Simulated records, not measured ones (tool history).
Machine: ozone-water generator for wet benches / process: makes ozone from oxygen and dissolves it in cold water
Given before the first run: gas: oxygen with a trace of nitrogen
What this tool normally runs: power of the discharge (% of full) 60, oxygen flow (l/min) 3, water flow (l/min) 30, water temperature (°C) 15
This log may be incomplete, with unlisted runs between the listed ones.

run	hour	power of the discharge (% of full)	oxygen flow (l/min)	water flow (l/min)	water temperature (°C)	dissolved ozone (ppm)	ozone in the gas ahead of the water (g/m3)
1	0	60	3	30	15	14.4	244.1
2	91.2	60	3	30	15	14.1	245.1
3	163.2	60	3	30	15	14.1	244.2
4	214.8	60	3	30	15	14.2	243.7
5	275.9	60	3	30	15	14	246.1
6	328	60	4.13	30	15	15.2	206.5
7	429.7	60	4.13	30	15	15.2	205.3
8	532.1	60	4.13	30	15	15.3	205
9	632.1	60	3	30	12	14.1	243.5
10	738.8	60	2.43	30	12	13.5	272.5
11	797.4	60	2.43	30	12	13.6	271.2
12	886.5	60	3	30	15	14.1	240.6
13	954.2	60	3	30	15	14.1	243.3
14	1027.5	60	3	30	15	14	243.5
15	1111.4	60	3	30	10	14.7	242.3
16	1199.7	60	3	30	10	14.5	240.2
17	1279.9	44	3	30	15	11.6	197.9
18	1331.1	46	3.31	27	15	13.5	194.8
19	1432.5	45	3	45	15	8.1	201.3
20	1491.7	60	4.67	19	15	22.3	191.4
21	1538	60	4.1	19	7	23.9	203.1
22	1631.8	60	4.01	19	7	23.9	207.2
23	1683.7	62	4.81	19	7	25.1	191.3
24	1750	47	4.81	19	17	18.5	160.5
25	1852.7	60	3.44	37	14	12.3	222.6
26	1920.6	60	3	21	11	19.9	239.7
27	2025.4	60	3.45	20	15	20.7	225.5
28	2128.8	71	3	30	21	15	266

Run 29, settings as shown, results not yet in. Your forecast:
29	2206.7	56	3	25	13	?	?

Run 29 came out at dissolved ozone (ppm) 16.1, ozone in the gas ahead of the water (g/m3) 226.4.
The same run, on a tool lacking any hidden state, would have yielded dissolved ozone (ppm) 16.2, ozone in the gas ahead of the water (g/m3) 232.4.
